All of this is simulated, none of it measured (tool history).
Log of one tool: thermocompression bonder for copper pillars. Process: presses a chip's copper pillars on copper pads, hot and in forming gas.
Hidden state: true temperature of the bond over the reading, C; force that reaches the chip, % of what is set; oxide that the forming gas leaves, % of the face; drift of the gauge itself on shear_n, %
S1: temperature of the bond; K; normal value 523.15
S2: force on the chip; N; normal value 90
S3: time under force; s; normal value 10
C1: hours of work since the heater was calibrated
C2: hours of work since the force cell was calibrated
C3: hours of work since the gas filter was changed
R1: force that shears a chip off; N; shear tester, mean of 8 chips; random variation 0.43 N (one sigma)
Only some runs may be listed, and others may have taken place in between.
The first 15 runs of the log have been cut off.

{"run": 16, "hour": 245.4, "S1": 523.15, "S2": 90, "S3": 10, "C1": 960, "C2": 604, "C3": 87, "R1": 57.5}
{"run": 17, "hour": 265.1, "S1": 523.15, "S2": 90, "S3": 10, "C1": 972, "C2": 617, "C3": 99, "R1": 56.9}
{"run": 18, "hour": 279.6, "S1": 500.15, "S2": 90, "S3": 10, "C1": 982, "C2": 626, "C3": 109, "R1": 41.2}
{"run": 19, "hour": 292.7, "S1": 553.15, "S2": 86, "S3": 9, "C1": 990, "C2": 635, "C3": 117, "R1": 75.2}
{"run": 20, "hour": 310.6, "S1": 553.15, "S2": 86, "S3": 9, "C1": 1001, "C2": 646, "C3": 128, "R1": 74.6}
{"run": 21, "hour": 325.9, "S1": 553.15, "S2": 81, "S3": 15, "C1": 1011, "C2": 656, "C3": 138, "R1": 83.9}
{"run": 22, "hour": 350.2, "S1": 537.15, "S2": 99, "S3": 8, "C1": 1027, "C2": 671, "C3": 154, "R1": 64.9}
{"run": 23, "hour": 374.4, "S1": 537.15, "S2": 99, "S3": 8, "C1": 1042, "C2": 687, "C3": 169, "R1": 64.9}
{"run": 24, "hour": 398.8, "S1": 537.15, "S2": 80, "S3": 18, "C1": 1058, "C2": 702, "C3": 185, "R1": 73.9}
{"run": 25, "hour": 410.9, "S1": 552.15, "S2": 94, "S3": 12, "C1": 1065, "C2": 710, "C3": 192, "R1": 82.5}
{"run": 26, "hour": 427.3, "S1": 552.15, "S2": 94, "S3": 12, "C1": 1076, "C2": 720, "C3": 203, "R1": 81.9}
{"run": 27, "hour": 442.3, "S1": 552.15, "S2": 94, "S3": 12, "C1": 1085, "C2": 730, "C3": 212, "R1": 82.3}
{"run": 28, "hour": 466.7, "S1": 514.15, "S2": 70, "S3": 7, "C1": 1101, "C2": 745, "C3": 228, "R1": 34.2}
{"run": 29, "hour": 481.3, "S1": 545.15, "S2": 91, "S3": 7, "C1": 1110, "C2": 755, "C3": 237, "R1": 62.4}
{"run": 30, "hour": 492.1, "S1": 549.15, "S2": 57, "S3": 7, "C1": 1117, "C2": 762, "C3": 244, "R1": 47.4}
{"run": 31, "hour": 503.2, "S1": 549.15, "S2": 57, "S3": 7, "C1": 1124, "C2": 769, "C3": 251, "R1": 47.2}
{"run": 32, "hour": 523.6, "S1": 549.15, "S2": 63, "S3": 7, "C1": 1137, "C2": 782, "C3": 264, "R1": 50.3}
{"hour": 527.7, "done": "forming gas filter changed"}
{"run": 33, "hour": 535.5, "S1": 538.15, "S2": 134, "S3": 7, "C1": 1144, "C2": 789, "C3": 5, "R1": 80.1}
{"run": 34, "hour": 552.6, "S1": 516.15, "S2": 126, "S3": 28, "C1": 1155, "C2": 800, "C3": 16, "R1": 92.4}
{"run": 35, "hour": 572.0, "S1": 516.15, "S2": 126, "S3": 28, "C1": 1168, "C2": 812, "C3": 28, "R1": 91.2}

Consider 5 possible next runs. They are alternatives, not a sequence: every one starts from the tool as it was left by run 35. What does each give?
{"run": "A", "hour": 583.3, "S1": 516.15, "S2": 126, "S3": 13, "C1": 1175, "C2": 819, "C3": 35, "R1": "?"}
{"run": "B", "hour": 583.3, "S1": 553.15, "S2": 60, "S3": 18, "C1": 1175, "C2": 819, "C3": 35, "R1": "?"}
{"run": "C", "hour": 583.3, "S1": 523.15, "S2": 58, "S3": 19, "C1": 1175, "C2": 819, "C3": 35, "R1": "?"}
{"run": "D", "hour": 583.3, "S1": 533.15, "S2": 56, "S3": 7, "C1": 1175, "C2": 819, "C3": 35, "R1": "?"}
{"run": "E", "hour": 583.3, "S1": 495.15, "S2": 126, "S3": 28, "C1": 1175, "C2": 819, "C3": 35, "R1": "?"}

run=A R1=72.1
run=B R1=77.4
run=C R1=54.2
run=D R1=41.4
run=E R1=70.4
Without the tool's unlogged condition, the same runs would have read:
run=A R1=76
run=B R1=80.9
run=C R1=57.3
run=D R1=43.8
run=E R1=74.6

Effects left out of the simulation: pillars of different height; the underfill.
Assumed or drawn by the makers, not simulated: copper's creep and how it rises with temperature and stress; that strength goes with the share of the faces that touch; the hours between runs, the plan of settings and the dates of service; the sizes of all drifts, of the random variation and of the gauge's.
